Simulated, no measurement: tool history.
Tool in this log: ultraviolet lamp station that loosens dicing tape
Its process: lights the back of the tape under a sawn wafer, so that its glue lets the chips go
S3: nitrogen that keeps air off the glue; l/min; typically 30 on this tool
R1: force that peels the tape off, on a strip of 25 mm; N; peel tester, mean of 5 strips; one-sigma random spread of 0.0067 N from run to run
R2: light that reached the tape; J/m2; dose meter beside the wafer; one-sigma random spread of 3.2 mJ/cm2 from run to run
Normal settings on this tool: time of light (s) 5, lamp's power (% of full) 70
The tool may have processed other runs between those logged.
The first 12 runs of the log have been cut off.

{"run": 13, "hour": 147.2, "time of light (s)": 5, "lamp's power (% of full)": 70, "S3": 30, "R1": 0.268, "R2": 4560}
{"run": 14, "hour": 164.1, "time of light (s)": 5, "lamp's power (% of full)": 70, "S3": 30, "R1": 0.275, "R2": 4520}
{"hour": 165.7, "done": "window cleaned of glue's vapour"}
{"run": 15, "hour": 182.0, "time of light (s)": 5, "lamp's power (% of full)": 70, "S3": 30, "R1": 0.303, "R2": 4440}
{"run": 16, "hour": 192.2, "time of light (s)": 5, "lamp's power (% of full)": 70, "S3": 30, "R1": 0.293, "R2": 4320}
{"run": 17, "hour": 208.8, "time of light (s)": 5, "lamp's power (% of full)": 92, "S3": 30, "R1": 0.177, "R2": 5700}
{"run": 18, "hour": 225.0, "time of light (s)": 5, "lamp's power (% of full)": 92, "S3": 30, "R1": 0.179, "R2": 5630}
{"run": 19, "hour": 236.3, "time of light (s)": 5, "lamp's power (% of full)": 92, "S3": 30, "R1": 0.175, "R2": 5610}
{"run": 20, "hour": 244.7, "time of light (s)": 4, "lamp's power (% of full)": 69, "S3": 30, "R1": 0.496, "R2": 3370}
{"run": 21, "hour": 255.6, "time of light (s)": 2, "lamp's power (% of full)": 68, "S3": 16, "R1": 1.748, "R2": 1680}
{"hour": 273.9, "done": "window cleaned of glue's vapour, once more"}
{"run": 22, "hour": 274.2, "time of light (s)": 2, "lamp's power (% of full)": 73, "S3": 16, "R1": 1.529, "R2": 1930}
{"run": 23, "hour": 285.1, "time of light (s)": 2, "lamp's power (% of full)": 73, "S3": 16, "R1": 1.548, "R2": 1860}
{"run": 24, "hour": 298.9, "time of light (s)": 4, "lamp's power (% of full)": 78, "S3": 29, "R1": 0.355, "R2": 4060}
{"run": 25, "hour": 310.6, "time of light (s)": 4, "lamp's power (% of full)": 78, "S3": 29, "R1": 0.359, "R2": 4010}
{"run": 26, "hour": 323.5, "time of light (s)": 5, "lamp's power (% of full)": 70, "S3": 53, "R1": 0.205, "R2": 4530}
{"run": 27, "hour": 336.7, "time of light (s)": 2, "lamp's power (% of full)": 70, "S3": 57, "R1": 1.036, "R2": 1790}
{"run": 28, "hour": 351.7, "time of light (s)": 2, "lamp's power (% of full)": 70, "S3": 57, "R1": 1.071, "R2": 1790}
{"run": 29, "hour": 363.5, "time of light (s)": 2, "lamp's power (% of full)": 70, "S3": 57, "R1": 1.061, "R2": 1770}
{"run": 30, "hour": 380.7, "time of light (s)": 2, "lamp's power (% of full)": 71, "S3": 19, "R1": 1.544, "R2": 1790}
{"run": 31, "hour": 396.1, "time of light (s)": 2, "lamp's power (% of full)": 71, "S3": 19, "R1": 1.556, "R2": 1790}

Run 32 has not been measured yet. What should we expect?
{"run": 32, "hour": 407.2, "time of light (s)": 5, "lamp's power (% of full)": 80, "S3": 10, "R1": "?", "R2": "?"}

For run 32 the tool returned R1 0.488 N, R2 5050 J/m2.
Minus the tool's unlogged condition, the same run would have read R1 0.377 N, R2 5760 J/m2.
